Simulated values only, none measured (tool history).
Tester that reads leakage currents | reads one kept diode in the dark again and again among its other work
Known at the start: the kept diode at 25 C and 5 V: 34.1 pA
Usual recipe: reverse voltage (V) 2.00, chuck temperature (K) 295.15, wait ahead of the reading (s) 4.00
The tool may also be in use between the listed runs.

run,hour,reverse voltage (V),chuck temperature (K),wait ahead of the reading (s),current that the tester gives (pA)
1,0.0,2.00,295.15,4.00,19.13
2,125.4,2.00,295.15,4.00,19.08
3,314.8,2.00,295.15,4.00,19.21
4,431.9,5.97,295.15,4.00,28.30
5,606.1,14.52,295.15,4.00,39.55
6,743.6,2.00,295.15,4.00,19.15
# hour 819.2: tester calibrated
7,919.3,1.50,315.15,1.49,90.92
8,1046.5,1.50,315.15,1.49,90.80
9,1141.1,1.50,315.15,1.49,91.09
10,1286.9,19.16,296.15,1.49,50.43
11,1407.5,19.16,296.15,3.11,48.24

Branching from run 11: 4 alternative next runs. What would each branch give?
A,1568.6,1.24,296.15,9.87,?
B,1568.6,3.68,296.15,3.11,?
C,1568.6,7.06,300.15,6.18,?
D,1568.6,1.02,312.15,7.93,?

run,current that the tester gives (pA)
A,17.53
B,26.20
C,46.11
D,62.59
Had the tool no hidden state, the same runs would have come out as:
run,current that the tester gives (pA)
A,17.56
B,26.24
C,46.18
D,62.69
